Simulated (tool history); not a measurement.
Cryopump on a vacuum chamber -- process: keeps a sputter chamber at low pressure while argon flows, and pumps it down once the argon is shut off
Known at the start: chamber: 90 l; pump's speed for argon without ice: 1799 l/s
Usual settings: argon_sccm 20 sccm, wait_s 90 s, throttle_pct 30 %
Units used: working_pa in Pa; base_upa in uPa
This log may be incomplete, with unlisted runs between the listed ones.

run	hour	argon_sccm	wait_s	throttle_pct	working_pa	base_upa
1	0	20	90	30	0.0695	1.07
2	58.5	20	90	30	0.0693	1.12
3	141.6	20	90	15	0.134	1.18
4	232	10	90	30	0.0359	1.2
# hour 323.5: pump warmed up, emptied and cooled again
5	323.5	27	90	30	0.0857	1.03
6	371.2	27	90	30	0.0844	1.02
7	454.4	27	90	41	0.0627	1
8	501.9	20	90	29	0.0664	1.06
9	561.1	20	90	30	0.0641	1.01
10	657.8	20	90	30	0.064	1.02
11	736.3	14	37	30	0.0453	1.89
12	821.4	8	90	25	0.0304	1.12
13	881.8	8	90	25	0.0313	1.11
14	966.6	20	121	25	0.0785	1.03
15	1013.7	16	90	30	0.0523	1.13
16	1101.7	16	90	30	0.0541	1.14
17	1175.9	20	75	30	0.0676	1.27
18	1280.5	28	81	20	0.1382	1.28
19	1366.6	28	81	45	0.0675	1.32
20	1424.3	20	90	52	0.0436	1.25

Consider 5 possible next runs. They are alternatives, not a sequence: every one starts from the tool as it was left by run 20. What does each give?
A	1487.5	13	53	39	?	?
B	1487.5	9	90	52	?	?
C	1487.5	34	90	16	?	?
D	1487.5	19	90	30	?	?
E	1487.5	20	102	30	?	?

run	working_pa	base_upa
A	0.0361	1.63
B	0.0197	1.32
C	0.2102	1.32
D	0.0667	1.28
E	0.0693	1.24
Without the tool's unlogged condition, the same runs would have read:
run	working_pa	base_upa
A	0.0316	1.1
B	0.0166	0.77
C	0.1986	0.77
D	0.0601	0.74
E	0.0624	0.69
